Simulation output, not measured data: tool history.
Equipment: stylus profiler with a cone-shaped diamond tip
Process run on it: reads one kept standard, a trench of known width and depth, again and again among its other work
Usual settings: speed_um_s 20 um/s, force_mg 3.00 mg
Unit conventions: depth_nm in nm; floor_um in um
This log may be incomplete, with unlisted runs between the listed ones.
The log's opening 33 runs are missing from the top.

run 34 day=15.829 | speed_um_s=7 force_mg=2.98 | depth_nm=101.60 floor_um=28.64
run 35 day=16.225 | speed_um_s=19 force_mg=3.00 | depth_nm=101.65 floor_um=28.66
run 36 day=16.533 | speed_um_s=19 force_mg=3.00 | depth_nm=101.69 floor_um=28.68
run 37 day=16.850 | speed_um_s=23 force_mg=5.94 | depth_nm=102.56 floor_um=28.67
run 38 day=17.346 | speed_um_s=9 force_mg=6.23 | depth_nm=102.62 floor_um=28.70
run 39 day=18.000 | speed_um_s=8 force_mg=3.24 | depth_nm=101.73 floor_um=28.69
run 40 day=18.433 | speed_um_s=8 force_mg=1.62 | depth_nm=101.04 floor_um=28.68
run 41 day=19.038 | speed_um_s=8 force_mg=2.43 | depth_nm=101.38 floor_um=28.68
run 42 day=19.554 | speed_um_s=27 force_mg=3.00 | depth_nm=101.63 floor_um=28.65
run 43 day=20.142 | speed_um_s=74 force_mg=3.00 | depth_nm=101.58 floor_um=28.56
run 44 day=20.450 | speed_um_s=74 force_mg=5.06 | depth_nm=102.35 floor_um=28.62
run 45 day=20.908 | speed_um_s=42 force_mg=6.51 | depth_nm=102.78 floor_um=28.61
run 46 day=21.350 | speed_um_s=42 force_mg=6.51 | depth_nm=102.79 floor_um=28.65

Consider 3 possible next runs. They are alternatives, not a sequence: every one starts from the tool as it was left by run 46. What does each give?
run A day=21.721 | speed_um_s=9 force_mg=3.14 | depth_nm=? floor_um=?
run B day=21.721 | speed_um_s=6 force_mg=6.51 | depth_nm=? floor_um=?
run C day=21.721 | speed_um_s=20 force_mg=1.91 | depth_nm=? floor_um=?

run=A depth_nm=101.73 floor_um=28.67
run=B depth_nm=102.70 floor_um=28.69
run=C depth_nm=101.19 floor_um=28.63
With no hidden state in the tool, these same runs would have given:
run=A depth_nm=101.77 floor_um=28.73
run=B depth_nm=102.73 floor_um=28.75
run=C depth_nm=101.22 floor_um=28.69

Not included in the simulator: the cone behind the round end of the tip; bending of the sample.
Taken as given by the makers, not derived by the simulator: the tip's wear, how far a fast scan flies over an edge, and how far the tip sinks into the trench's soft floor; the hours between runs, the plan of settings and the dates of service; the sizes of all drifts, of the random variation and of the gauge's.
